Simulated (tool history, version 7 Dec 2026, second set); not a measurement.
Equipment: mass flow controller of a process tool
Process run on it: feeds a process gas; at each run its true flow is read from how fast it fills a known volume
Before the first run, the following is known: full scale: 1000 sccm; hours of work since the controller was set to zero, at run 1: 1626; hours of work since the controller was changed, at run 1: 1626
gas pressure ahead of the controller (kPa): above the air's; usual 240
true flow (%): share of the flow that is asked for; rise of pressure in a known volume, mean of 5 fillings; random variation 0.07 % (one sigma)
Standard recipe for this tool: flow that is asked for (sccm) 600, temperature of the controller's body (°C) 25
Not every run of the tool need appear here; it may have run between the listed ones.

run	hour	flow that is asked for (sccm)	gas pressure ahead of the controller (kPa)	temperature of the controller's body (°C)	hours of work since the controller was set to zero	hours of work since the controller was changed	true flow (%)
1	0	600	240	25	1626	1626	98.15
2	143.8	600	240	25	1702	1702	98.13
3	296.2	274	240	25	1783	1783	97.09
4	451.5	600	240	28	1865	1865	98.51
5	535.3	730	240	28	1909	1909	98.71
6	675.9	600	240	30	1984	1984	98.55
7	773.3	600	161	30	2035	2035	98.3
8	852.6	600	272	30	2077	2077	98.49
9	994.6	600	272	30	2152	2152	98.32
10	1099.8	600	218	25	2208	2208	97.78
11	1228.5	600	218	25	2276	2276	97.68
12	1330.4	600	218	25	2330	2330	97.82
13	1419.3	600	218	25	2377	2377	97.73
# hour 1432.3: controller's zero set anew
14	1543.2	600	218	25	59	2442	97.43
15	1703.6	600	240	25	144	2527	97.42
# hour 1819.9: controller's zero set anew, once more
16	1847.1	600	240	25	14	2603	97.9
17	2030.1	600	240	25	111	2700	97.85
18	2181.5	600	240	25	191	2780	97.72
19	2368.3	600	240	25	290	2879	97.67
20	2559.1	600	240	25	391	2980	97.56
21	2709.7	600	243	25	471	3060	97.49
22	2869.3	600	243	25	555	3144	97.68
23	3026.4	171	240	25	639	3227	96.33
24	3217.8	981	240	25	740	3329	98.38
25	3311	600	140	25	789	3378	97.22
26	3421.8	150	158	25	848	3437	95.78
27	3547.6	120	158	25	914	3503	95.55
28	3731.2	112	158	27	1012	3600	95.55
29	3911.2	112	158	27	1107	3696	95.43
30	4098.9	743	240	37	1206	3795	98.68
31	4188.2	214	149	37	1253	3842	96.96
32	4382.8	787	142	31	1356	3945	97.91
33	4520.7	371	142	29	1429	4018	96.49
34	4698.2	165	206	20	1523	4112	95
35	4851.1	600	269	35	1604	4193	97.89
36	5037.1	600	269	35	1703	4291	97.78
37	5206.2	600	269	35	1792	4381	97.87
38	5309.3	210	208	31	1847	4436	96.08
39	5441.3	600	203	27	1917	4505	96.77
40	5520.3	600	203	38	1959	4547	97.94
41	5651.7	253	258	25	2028	4617	95.66
42	5743.7	600	234	25	2077	4665	96.52
43	5937.3	122	234	20	2179	4768	94.06
44	6051.9	117	169	25	2240	4829	94.16
45	6230	153	157	25	2334	4923	94.53
46	6353.7	676	151	20	2400	4988	95.96
47	6448.1	163	240	25	2450	5038	94.7
48	6560	426	240	25	2509	5097	95.86
49	6670.3	426	240	25	2567	5156	95.86

Alternative continuations, all from the tool just after run 49; predict every row:
A	6837.9	326	174	39	2656	5245	?
B	6837.9	239	196	37	2656	5245	?
C	6837.9	438	246	25	2656	5245	?

run	true flow (%)
A	96.65
B	96.18
C	95.83
The same runs, with their run-to-run variation unchanged, on a tool lacking any hidden condition would have given:
run	true flow (%)
A	99.91
B	99.66
C	98.94
